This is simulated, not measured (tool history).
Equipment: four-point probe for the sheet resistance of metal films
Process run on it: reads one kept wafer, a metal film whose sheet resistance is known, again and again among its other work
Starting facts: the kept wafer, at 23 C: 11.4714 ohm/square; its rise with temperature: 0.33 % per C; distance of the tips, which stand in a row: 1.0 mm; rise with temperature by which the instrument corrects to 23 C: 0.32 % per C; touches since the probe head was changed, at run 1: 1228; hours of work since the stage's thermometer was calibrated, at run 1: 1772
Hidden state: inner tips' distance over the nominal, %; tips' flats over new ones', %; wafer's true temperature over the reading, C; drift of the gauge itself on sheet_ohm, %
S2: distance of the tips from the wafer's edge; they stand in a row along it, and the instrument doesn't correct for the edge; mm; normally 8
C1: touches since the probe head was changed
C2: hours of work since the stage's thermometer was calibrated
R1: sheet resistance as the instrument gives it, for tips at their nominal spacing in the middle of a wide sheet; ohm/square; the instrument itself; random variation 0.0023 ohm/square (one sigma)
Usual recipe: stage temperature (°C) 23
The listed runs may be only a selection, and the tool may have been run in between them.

{"run": 1, "hour": 0.0, "stage temperature (°C)": 23, "S2": 8, "C1": 1228, "C2": 1772, "R1": 11.495192}
{"run": 2, "hour": 89.0, "stage temperature (°C)": 23, "S2": 8, "C1": 2689, "C2": 1811, "R1": 11.492485}
{"run": 3, "hour": 150.3, "stage temperature (°C)": 23, "S2": 67, "C1": 3697, "C2": 1837, "R1": 11.397983}
{"run": 4, "hour": 208.7, "stage temperature (°C)": 23, "S2": 67, "C1": 4655, "C2": 1863, "R1": 11.39808}
{"run": 5, "hour": 254.6, "stage temperature (°C)": 23, "S2": 71, "C1": 5410, "C2": 1883, "R1": 11.397629}
{"run": 6, "hour": 341.8, "stage temperature (°C)": 23, "S2": 71, "C1": 6842, "C2": 1921, "R1": 11.393622}
{"run": 7, "hour": 426.2, "stage temperature (°C)": 23, "S2": 72, "C1": 8229, "C2": 1958, "R1": 11.398682}
{"run": 8, "hour": 535.3, "stage temperature (°C)": 23, "S2": 72, "C1": 10020, "C2": 2005, "R1": 11.388648}
{"run": 9, "hour": 621.0, "stage temperature (°C)": 23, "S2": 72, "C1": 11427, "C2": 2043, "R1": 11.390855}
{"run": 10, "hour": 719.5, "stage temperature (°C)": 23, "S2": 72, "C1": 13047, "C2": 2085, "R1": 11.391932}
{"run": 11, "hour": 791.4, "stage temperature (°C)": 23, "S2": 72, "C1": 14227, "C2": 2117, "R1": 11.388183}
{"run": 12, "hour": 853.8, "stage temperature (°C)": 23, "S2": 72, "C1": 15251, "C2": 2144, "R1": 11.391409}
{"run": 13, "hour": 962.8, "stage temperature (°C)": 23, "S2": 72, "C1": 17042, "C2": 2192, "R1": 11.38572}
{"run": 14, "hour": 1017.6, "stage temperature (°C)": 23, "S2": 72, "C1": 17943, "C2": 2215, "R1": 11.387672}
{"run": 15, "hour": 1102.4, "stage temperature (°C)": 23, "S2": 72, "C1": 19335, "C2": 2252, "R1": 11.387664}
{"run": 16, "hour": 1190.7, "stage temperature (°C)": 26, "S2": 8, "C1": 20786, "C2": 2291, "R1": 11.485207}
{"run": 17, "hour": 1252.3, "stage temperature (°C)": 35, "S2": 8, "C1": 21797, "C2": 2318, "R1": 11.50116}
{"run": 18, "hour": 1301.0, "stage temperature (°C)": 35, "S2": 8, "C1": 22597, "C2": 2339, "R1": 11.500512}
{"run": 19, "hour": 1378.6, "stage temperature (°C)": 21, "S2": 8, "C1": 23873, "C2": 2373, "R1": 11.475749}
{"run": 20, "hour": 1461.4, "stage temperature (°C)": 32, "S2": 8, "C1": 25232, "C2": 2409, "R1": 11.490936}
{"run": 21, "hour": 1566.6, "stage temperature (°C)": 24, "S2": 8, "C1": 26961, "C2": 2455, "R1": 11.478894}
{"run": 22, "hour": 1614.1, "stage temperature (°C)": 33, "S2": 54, "C1": 27741, "C2": 2476, "R1": 11.40234}
{"run": 23, "hour": 1668.1, "stage temperature (°C)": 19, "S2": 65, "C1": 28628, "C2": 2499, "R1": 11.371049}
{"run": 24, "hour": 1761.1, "stage temperature (°C)": 19, "S2": 65, "C1": 30156, "C2": 2540, "R1": 11.375584}
{"run": 25, "hour": 1830.9, "stage temperature (°C)": 19, "S2": 65, "C1": 31302, "C2": 2570, "R1": 11.376757}
{"run": 26, "hour": 1879.1, "stage temperature (°C)": 22, "S2": 46, "C1": 32093, "C2": 2591, "R1": 11.377668}
{"run": 27, "hour": 1927.6, "stage temperature (°C)": 21, "S2": 5, "C1": 32890, "C2": 2612, "R1": 11.612874}
{"run": 28, "hour": 2023.4, "stage temperature (°C)": 20, "S2": 18, "C1": 34464, "C2": 2654, "R1": 11.387796}
{"hour": 2078.6, "done": "stage's thermometer calibrated"}
{"run": 29, "hour": 2079.8, "stage temperature (°C)": 29, "S2": 37, "C1": 35382, "C2": 1, "R1": 11.410512}
{"run": 30, "hour": 2136.0, "stage temperature (°C)": 35, "S2": 14, "C1": 36306, "C2": 25, "R1": 11.445165}
{"run": 31, "hour": 2188.8, "stage temperature (°C)": 26, "S2": 14, "C1": 37173, "C2": 48, "R1": 11.43608}
{"run": 32, "hour": 2280.4, "stage temperature (°C)": 26, "S2": 14, "C1": 38676, "C2": 88, "R1": 11.43407}
{"run": 33, "hour": 2371.3, "stage temperature (°C)": 19, "S2": 8, "C1": 40170, "C2": 128, "R1": 11.483042}
{"run": 34, "hour": 2444.0, "stage temperature (°C)": 23, "S2": 56, "C1": 41363, "C2": 159, "R1": 11.39644}
{"run": 35, "hour": 2525.0, "stage temperature (°C)": 29, "S2": 8, "C1": 42695, "C2": 195, "R1": 11.495426}
{"run": 36, "hour": 2586.9, "stage temperature (°C)": 20, "S2": 51, "C1": 43712, "C2": 222, "R1": 11.391779}
{"run": 37, "hour": 2696.0, "stage temperature (°C)": 20, "S2": 51, "C1": 45504, "C2": 269, "R1": 11.390656}
{"run": 38, "hour": 2741.1, "stage temperature (°C)": 29, "S2": 6, "C1": 46245, "C2": 289, "R1": 11.570402}
{"run": 39, "hour": 2836.5, "stage temperature (°C)": 34, "S2": 51, "C1": 47812, "C2": 330, "R1": 11.409528}
{"run": 40, "hour": 2889.1, "stage temperature (°C)": 23, "S2": 7, "C1": 48676, "C2": 353, "R1": 11.517575}
{"run": 41, "hour": 2982.2, "stage temperature (°C)": 30, "S2": 9, "C1": 50205, "C2": 394, "R1": 11.473823}
{"run": 42, "hour": 3057.4, "stage temperature (°C)": 23, "S2": 15, "C1": 51439, "C2": 427, "R1": 11.414924}

Forecast each of these 4 alternatives for the next run:
{"run": "A", "hour": 3149.9, "stage temperature (°C)": 19, "S2": 11, "C1": 52959, "C2": 467, "R1": "?"}
{"run": "B", "hour": 3149.9, "stage temperature (°C)": 22, "S2": 18, "C1": 52959, "C2": 467, "R1": "?"}
{"run": "C", "hour": 3149.9, "stage temperature (°C)": 23, "S2": 8, "C1": 52959, "C2": 467, "R1": "?"}
{"run": "D", "hour": 3149.9, "stage temperature (°C)": 22, "S2": 15, "C1": 52959, "C2": 467, "R1": "?"}

run=A R1=11.432042
run=B R1=11.406655
run=C R1=11.484719
run=D R1=11.411944
What these runs would have given with no unlogged condition in the tool:
run=A R1=11.516655
run=B R1=11.491071
run=C R1=11.569663
run=D R1=11.496396
